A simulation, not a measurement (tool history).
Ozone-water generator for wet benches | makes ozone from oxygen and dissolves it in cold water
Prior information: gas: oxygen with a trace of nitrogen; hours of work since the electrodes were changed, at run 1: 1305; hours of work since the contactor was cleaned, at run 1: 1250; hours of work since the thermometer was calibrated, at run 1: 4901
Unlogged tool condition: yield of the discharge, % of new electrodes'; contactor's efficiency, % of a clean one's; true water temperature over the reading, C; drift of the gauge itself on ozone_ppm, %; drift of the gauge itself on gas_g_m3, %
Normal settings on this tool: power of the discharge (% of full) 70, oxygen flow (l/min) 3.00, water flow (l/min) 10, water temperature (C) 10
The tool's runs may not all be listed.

run    hour  power of the discharge (% of full)  oxygen flow (l/min)  water flow (l/min)  water temperature (C)  hours of work since the electrodes were changed  hours of work since the contactor was cleaned  hours of work since the thermometer was calibrated  dissolved ozone (ppm)  ozone in the gas ahead of the water (g/m3)
  1     0.0                                  70                 3.00                  10                     10                                             1305                                           1250                                                4901                   32.2                                       241.0
  2    69.2                                  70                 1.94                  10                     10                                             1351                                           1296                                                4948                   30.8                                       303.3
  3   133.2                                  70                 1.94                  10                     10                                             1395                                           1340                                                4991                   30.0                                       298.0
  4   197.0                                  70                 1.61                  10                     10                                             1438                                           1383                                                5034                   29.3                                       334.4
  5   262.2                                  70                 1.61                  10                     10                                             1482                                           1427                                                5078                   29.3                                       332.5
  6   327.4                                  70                 1.61                  10                     10                                             1526                                           1471                                                5122                   29.3                                       335.3
  7   382.9                                  70                 3.00                  10                     10                                             1563                                           1508                                                5159                   31.9                                       240.5
  8   424.2                                  49                 3.00                  10                     10                                             1591                                           1536                                                5187                   24.1                                       181.5
  9   484.9                                  49                 3.00                  10                     10                                             1632                                           1577                                                5228                   24.0                                       181.8
 10   537.9                                  70                 3.00                  10                     15                                             1668                                           1613                                                5264                   29.6                                       239.6
 11   606.6                                  70                 2.64                  10                     10                                             1714                                           1659                                                5310                   31.7                                       256.6
 12   662.5                                  70                 3.00                   9                     10                                             1752                                           1697                                                5348                   33.9                                       238.2
 13   725.9                                  70                 3.00                  10                     10                                             1794                                           1739                                                5391                   31.5                                       239.4
 14   778.6                                  70                 3.00                  10                     10                                             1830                                           1775                                                5426                   31.8                                       239.6
 15   823.7                                  90                 2.10                  16                      6                                             1860                                           1805                                                5457                   25.7                                       348.4
      828.9  -- water thermometer calibrated
 16   891.6                                  42                 3.00                  10                      7                                             1906                                           1851                                                  42                   22.0                                       162.2
 17   925.8                                  92                 2.43                  10                      7                                             1929                                           1874                                                  65                   39.8                                       329.8
      940.8  -- water thermometer calibrated, once more
 18   959.1                                  92                 2.43                  10                      7                                             1951                                           1896                                                  12                   39.9                                       327.0
 19  1008.4                                  92                 2.43                  10                      7                                             1984                                           1929                                                  46                   40.1                                       331.0
 20  1044.2                                  90                 3.00                  12                     10                                             2008                                           1953                                                  70                   33.6                                       289.6
 21  1077.8                                  70                 4.41                   8                     13                                             2031                                           1976                                                  92                   34.7                                       195.0
 22  1147.2                                  73                 4.41                   8                     13                                             2078                                           2023                                                 139                   35.5                                       202.2
 23  1184.8                                  42                 3.00                   8                     10                                             2103                                           2048                                                 165                   24.7                                       160.3
 24  1226.3                                  48                 3.00                   6                     10                                             2131                                           2076                                                 193                   33.2                                       176.7
 25  1270.8                                  70                 3.00                  10                      5                                             2161                                           2106                                                 223                   33.7                                       238.4
 26  1307.9                                  70                 2.42                  14                     10                                             2186                                           2131                                                 248                   23.3                                       266.3
 27  1368.6                                  70                 1.92                  11                      6                                             2227                                           2172                                                 289                   28.7                                       301.0
 28  1437.8                                  70                 1.92                  11                      6                                             2274                                           2219                                                 335                   28.3                                       298.4

Branching from run 28: 3 alternative next runs. What would each branch give?
  A  1469.8                                  70                 1.92                  11                      6                                             2295                                           2240                                                 357                      ?                                           ?
  B  1469.8                                  70                 5.01                  10                      8                                             2295                                           2240                                                 357                      ?                                           ?
  C  1469.8                                  70                 1.92                  12                      6                                             2295                                           2240                                                 357                      ?                                           ?

run  dissolved ozone (ppm)  ozone in the gas ahead of the water (g/m3)
  A                   28.6                                       301.5
  B                   32.6                                       182.7
  C                   26.4                                       299.0
Take away the tool's hidden state, keep each run's random variation, and the runs would have read:
run  dissolved ozone (ppm)  ozone in the gas ahead of the water (g/m3)
  A                   30.0                                       314.0
  B                   34.2                                       190.3
  C                   27.7                                       311.5
